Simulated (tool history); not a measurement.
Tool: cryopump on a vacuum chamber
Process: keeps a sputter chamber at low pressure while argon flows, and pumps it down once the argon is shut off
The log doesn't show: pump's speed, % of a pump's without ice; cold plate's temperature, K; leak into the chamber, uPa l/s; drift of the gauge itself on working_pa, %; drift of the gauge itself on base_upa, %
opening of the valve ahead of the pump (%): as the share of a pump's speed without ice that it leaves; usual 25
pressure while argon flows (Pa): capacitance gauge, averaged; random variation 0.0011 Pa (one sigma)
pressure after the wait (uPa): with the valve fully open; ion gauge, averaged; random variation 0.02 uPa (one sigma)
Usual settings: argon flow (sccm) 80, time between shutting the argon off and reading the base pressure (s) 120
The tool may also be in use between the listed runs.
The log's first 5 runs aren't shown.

run     day  argon flow (sccm)  time between shutting the argon off and reading the base pressure (s)  opening of the valve ahead of the pump (%)  hours of work since the pump was warmed up and emptied  hours of work since the cold head was overhauled  hours of work since the chamber's fittings were tightened  pressure while argon flows (Pa)  pressure after the wait (uPa)
  6   5.196                 80                                                                    120                                          21                                                     912                                               912                                                        877                           0.3101                           1.07
  7   6.304                 80                                                                    120                                          37                                                     932                                               932                                                        897                           0.1854                           1.12
  8   7.221                 80                                                                    120                                          37                                                     949                                               949                                                        914                           0.1862                           1.14
  9   8.379                 80                                                                    120                                          37                                                     970                                               970                                                        935                           0.1842                           1.16
 10   9.196                139                                                                    120                                          37                                                     984                                               984                                                        950                           0.3187                           1.13
 11  10.379                139                                                                    120                                          37                                                    1006                                              1006                                                        971                           0.3246                           1.24
 12  11.462                139                                                                     28                                          37                                                    1025                                              1025                                                        991                           0.3261                            1.7
 13      12                139                                                                     28                                          37                                                    1035                                              1035                                                       1001                            0.327                           1.72
 14  13.279                139                                                                     28                                          37                                                    1058                                              1058                                                       1024                           0.3258                           1.79
 15  14.092                 80                                                                    159                                          25                                                    1073                                              1073                                                       1039                            0.267                           1.22
 16  14.796                 80                                                                    159                                          25                                                    1086                                              1086                                                       1051                           0.2651                           1.21
 17  15.567                 80                                                                    159                                          25                                                    1100                                              1100                                                       1065                           0.2675                           1.27
 18  16.583                141                                                                     34                                          30                                                    1118                                              1118                                                       1084                           0.4007                           1.77
 19  17.162                151                                                                     21                                          25                                                    1129                                              1129                                                       1094                           0.5074                           2.08
 20  17.971                 79                                                                     87                                          29                                                    1144                                              1144                                                       1109                           0.2327                           1.43
 21  19.029                 69                                                                    120                                          21                                                    1163                                              1163                                                       1128                           0.2733                           1.39
     19.571  -- pump warmed up, emptied and cooled again
 22  20.008                 69                                                                    120                                          21                                                       8                                              1177                                                       1142                           0.2523                           1.06
 23  21.088                115                                                                    120                                          37                                                      28                                              1196                                                       1162                           0.2403                            1.1
 24  22.025                 66                                                                    120                                          59                                                      45                                              1213                                                       1179                           0.0873                           1.05
 25  22.704                 66                                                                     55                                          22                                                      57                                              1226                                                       1191                           0.2315                           1.32

Run 26 comes next. What will it give?
 26  23.508                 66                                                                     55                                          22                                                      71                                              1240                                                       1206                                ?                              ?

Run 26 gave pressure while argon flows (Pa) 0.2311, pressure after the wait (uPa) 1.35.
Without the tool's hidden state the same run would have given pressure while argon flows (Pa) 0.2292, pressure after the wait (uPa) 0.51.
